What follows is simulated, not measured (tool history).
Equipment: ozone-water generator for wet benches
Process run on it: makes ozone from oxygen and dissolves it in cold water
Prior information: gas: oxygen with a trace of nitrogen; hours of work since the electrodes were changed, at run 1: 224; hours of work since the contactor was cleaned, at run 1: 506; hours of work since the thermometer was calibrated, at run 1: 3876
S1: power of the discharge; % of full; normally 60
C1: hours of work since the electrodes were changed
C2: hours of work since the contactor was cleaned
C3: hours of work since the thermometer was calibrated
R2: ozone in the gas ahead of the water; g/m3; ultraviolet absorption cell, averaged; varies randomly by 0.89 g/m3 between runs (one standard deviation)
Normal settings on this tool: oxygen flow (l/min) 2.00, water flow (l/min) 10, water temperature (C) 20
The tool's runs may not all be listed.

run 1 day=0.000 | S1=60 oxygen_flow_(l/min)=2.00 water_flow_(l/min)=10 water_temperature_(C)=20 | C1=224 C2=506 C3=3876 | dissolved_ozone_(ppm)=13.1 R2=145.9
run 2 day=1.175 | S1=60 oxygen_flow_(l/min)=2.00 water_flow_(l/min)=10 water_temperature_(C)=20 | C1=248 C2=529 C3=3899 | dissolved_ozone_(ppm)=13.0 R2=146.3
run 3 day=2.471 | S1=60 oxygen_flow_(l/min)=2.00 water_flow_(l/min)=10 water_temperature_(C)=20 | C1=273 C2=555 C3=3925 | dissolved_ozone_(ppm)=12.8 R2=145.6
run 4 day=3.646 | S1=60 oxygen_flow_(l/min)=2.00 water_flow_(l/min)=10 water_temperature_(C)=20 | C1=297 C2=578 C3=3948 | dissolved_ozone_(ppm)=12.8 R2=145.5
run 5 day=4.875 | S1=60 oxygen_flow_(l/min)=2.00 water_flow_(l/min)=10 water_temperature_(C)=20 | C1=321 C2=603 C3=3973 | dissolved_ozone_(ppm)=13.1 R2=144.8
run 6 day=6.008 | S1=60 oxygen_flow_(l/min)=2.00 water_flow_(l/min)=10 water_temperature_(C)=20 | C1=344 C2=625 C3=3995 | dissolved_ozone_(ppm)=12.8 R2=146.6
run 7 day=7.321 | S1=60 oxygen_flow_(l/min)=2.00 water_flow_(l/min)=10 water_temperature_(C)=20 | C1=370 C2=651 C3=4021 | dissolved_ozone_(ppm)=12.6 R2=145.0
run 8 day=8.167 | S1=60 oxygen_flow_(l/min)=2.00 water_flow_(l/min)=10 water_temperature_(C)=23 | C1=387 C2=668 C3=4038 | dissolved_ozone_(ppm)=12.3 R2=146.6
run 9 day=9.046 | S1=60 oxygen_flow_(l/min)=1.88 water_flow_(l/min)=10 water_temperature_(C)=23 | C1=404 C2=686 C3=4056 | dissolved_ozone_(ppm)=12.1 R2=148.4
run 10 day=9.692 | S1=60 oxygen_flow_(l/min)=1.88 water_flow_(l/min)=11 water_temperature_(C)=23 | C1=417 C2=698 C3=4069 | dissolved_ozone_(ppm)=11.4 R2=149.3
run 11 day=10.417 | S1=60 oxygen_flow_(l/min)=2.00 water_flow_(l/min)=10 water_temperature_(C)=25 | C1=431 C2=713 C3=4083 | dissolved_ozone_(ppm)=11.8 R2=146.1
run 12 day=11.683 | S1=60 oxygen_flow_(l/min)=2.00 water_flow_(l/min)=10 water_temperature_(C)=20 | C1=456 C2=738 C3=4108 | dissolved_ozone_(ppm)=12.7 R2=145.2
run 13 day=12.938 | S1=60 oxygen_flow_(l/min)=2.00 water_flow_(l/min)=6 water_temperature_(C)=20 | C1=481 C2=763 C3=4133 | dissolved_ozone_(ppm)=18.2 R2=145.3
run 14 day=14.125 | S1=60 oxygen_flow_(l/min)=2.00 water_flow_(l/min)=6 water_temperature_(C)=20 | C1=505 C2=786 C3=4157 | dissolved_ozone_(ppm)=18.4 R2=145.5
run 15 day=15.238 | S1=60 oxygen_flow_(l/min)=2.00 water_flow_(l/min)=6 water_temperature_(C)=20 | C1=527 C2=809 C3=4179 | dissolved_ozone_(ppm)=18.0 R2=145.0
run 16 day=16.508 | S1=60 oxygen_flow_(l/min)=2.00 water_flow_(l/min)=8 water_temperature_(C)=20 | C1=552 C2=834 C3=4204 | dissolved_ozone_(ppm)=14.9 R2=144.6
run 17 day=17.288 | S1=67 oxygen_flow_(l/min)=2.00 water_flow_(l/min)=16 water_temperature_(C)=20 | C1=568 C2=849 C3=4219 | dissolved_ozone_(ppm)=9.2 R2=157.4
run 18 day=18.262 | S1=60 oxygen_flow_(l/min)=2.26 water_flow_(l/min)=10 water_temperature_(C)=20 | C1=587 C2=869 C3=4239 | dissolved_ozone_(ppm)=12.9 R2=138.2
run 19 day=19.254 | S1=60 oxygen_flow_(l/min)=2.00 water_flow_(l/min)=10 water_temperature_(C)=18 | C1=607 C2=888 C3=4259 | dissolved_ozone_(ppm)=13.1 R2=143.5
run 20 day=20.479 | S1=60 oxygen_flow_(l/min)=2.00 water_flow_(l/min)=10 water_temperature_(C)=18 | C1=631 C2=913 C3=4283 | dissolved_ozone_(ppm)=13.0 R2=144.0
run 21 day=21.525 | S1=61 oxygen_flow_(l/min)=2.00 water_flow_(l/min)=10 water_temperature_(C)=18 | C1=652 C2=934 C3=4304 | dissolved_ozone_(ppm)=13.4 R2=147.2
run 22 day=22.183 | S1=60 oxygen_flow_(l/min)=2.00 water_flow_(l/min)=10 water_temperature_(C)=17 | C1=665 C2=947 C3=4317 | dissolved_ozone_(ppm)=13.1 R2=145.0
-- day=22.446 contactor cleaned
run 23 day=23.562 | S1=60 oxygen_flow_(l/min)=2.00 water_flow_(l/min)=10 water_temperature_(C)=17 | C1=689 C2=22 C3=4341 | dissolved_ozone_(ppm)=13.1 R2=143.6
run 24 day=24.650 | S1=60 oxygen_flow_(l/min)=1.10 water_flow_(l/min)=10 water_temperature_(C)=17 | C1=711 C2=44 C3=4362 | dissolved_ozone_(ppm)=11.2 R2=184.0
run 25 day=25.767 | S1=55 oxygen_flow_(l/min)=2.00 water_flow_(l/min)=10 water_temperature_(C)=20 | C1=733 C2=66 C3=4385 | dissolved_ozone_(ppm)=12.1 R2=136.7
-- day=26.700 contactor cleaned, once more
run 26 day=26.783 | S1=55 oxygen_flow_(l/min)=1.10 water_flow_(l/min)=10 water_temperature_(C)=20 | C1=750 C2=2 C3=4402 | dissolved_ozone_(ppm)=10.4 R2=173.8
run 27 day=27.708 | S1=43 oxygen_flow_(l/min)=3.05 water_flow_(l/min)=10 water_temperature_(C)=20 | C1=768 C2=20 C3=4420 | dissolved_ozone_(ppm)=10.8 R2=95.2
run 28 day=28.592 | S1=100 oxygen_flow_(l/min)=2.24 water_flow_(l/min)=7 water_temperature_(C)=26 | C1=786 C2=38 C3=4437 | dissolved_ozone_(ppm)=21.8 R2=195.5
run 29 day=29.204 | S1=100 oxygen_flow_(l/min)=2.24 water_flow_(l/min)=9 water_temperature_(C)=26 | C1=798 C2=50 C3=4450 | dissolved_ozone_(ppm)=18.3 R2=200.8
run 30 day=29.988 | S1=100 oxygen_flow_(l/min)=2.24 water_flow_(l/min)=9 water_temperature_(C)=26 | C1=814 C2=65 C3=4465 | dissolved_ozone_(ppm)=18.3 R2=198.0
run 31 day=31.308 | S1=100 oxygen_flow_(l/min)=2.34 water_flow_(l/min)=9 water_temperature_(C)=16 | C1=840 C2=92 C3=4491 | dissolved_ozone_(ppm)=21.8 R2=193.8
-- day=32.133 water thermometer calibrated
run 32 day=32.383 | S1=100 oxygen_flow_(l/min)=2.34 water_flow_(l/min)=9 water_temperature_(C)=16 | C1=861 C2=112 C3=5 | dissolved_ozone_(ppm)=21.5 R2=193.2

Alternative continuations, all from the tool just after run 32; predict every row:
run A day=33.121 | S1=53 oxygen_flow_(l/min)=2.00 water_flow_(l/min)=9 water_temperature_(C)=13 | C1=875 C2=127 C3=20 | dissolved_ozone_(ppm)=? R2=?
run B day=33.121 | S1=86 oxygen_flow_(l/min)=1.79 water_flow_(l/min)=10 water_temperature_(C)=15 | C1=875 C2=127 C3=20 | dissolved_ozone_(ppm)=? R2=?
run C day=33.121 | S1=87 oxygen_flow_(l/min)=1.58 water_flow_(l/min)=10 water_temperature_(C)=20 | C1=875 C2=127 C3=20 | dissolved_ozone_(ppm)=? R2=?

run=A dissolved_ozone_(ppm)=13.9 R2=132.3
run=B dissolved_ozone_(ppm)=17.4 R2=193.4
run=C dissolved_ozone_(ppm)=15.8 R2=207.1
What these runs would have given with no unlogged condition in the tool:
run=A dissolved_ozone_(ppm)=14.2 R2=134.2
run=B dissolved_ozone_(ppm)=17.8 R2=197.5
run=C dissolved_ozone_(ppm)=16.2 R2=211.6
